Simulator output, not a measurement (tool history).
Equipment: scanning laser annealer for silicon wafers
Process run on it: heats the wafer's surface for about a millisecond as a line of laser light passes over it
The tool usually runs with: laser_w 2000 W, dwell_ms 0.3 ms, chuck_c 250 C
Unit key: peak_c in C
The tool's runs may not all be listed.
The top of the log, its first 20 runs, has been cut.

run    hour  laser_w  dwell_ms  chuck_c  peak_c
 21   782.5     2000       0.3      250    1031
 22   815.1     1948       0.3      250    1008
        822  -- laser's power meter calibrated
      842.3  -- window over the wafer cleaned
 23     846     2000     0.308      250    1081
 24     890     1957     0.219      247     936
 25   941.5     2000      0.22      246     954
 26   990.1     2141     0.332      211    1128
 27  1020.8     2141     0.332      211    1123
     1064.5  -- laser's power meter calibrated, once more
 28  1081.8     1747     0.361      211     992
 29  1122.1     1921     0.287      211     980
 30  1172.1     2000       0.3      215    1032
 31  1217.2     1848       0.3      223     976
 32  1259.5     1848       0.3      223     975
 33  1311.8     2041     0.278      236    1031
 34  1370.8     2092     0.263      250    1042
 35  1414.7     2000     0.234      260     974
 36  1453.5     2000     0.234      260     973
 37  1478.1     1857     0.256      244     933
 38    1527     2027      0.35      250    1120
 39  1557.5     1734     0.276      245     909

Here are 5 independent what-if runs from the current tool condition. What would each one return?
  A  1608.1     2167     0.332      258       ?
  B  1608.1     1734     0.262      245       ?
  C  1608.1     1734     0.276      262       ?
  D  1608.1     1756     0.247      258       ?
  E  1608.1     2049     0.358      245       ?

run  peak_c
  A    1156
  B     891
  C     924
  D     894
  E    1127
With no hidden state in the tool, these same runs would have given:
run  peak_c
  A    1211
  B     930
  C     964
  D     932
  E    1180
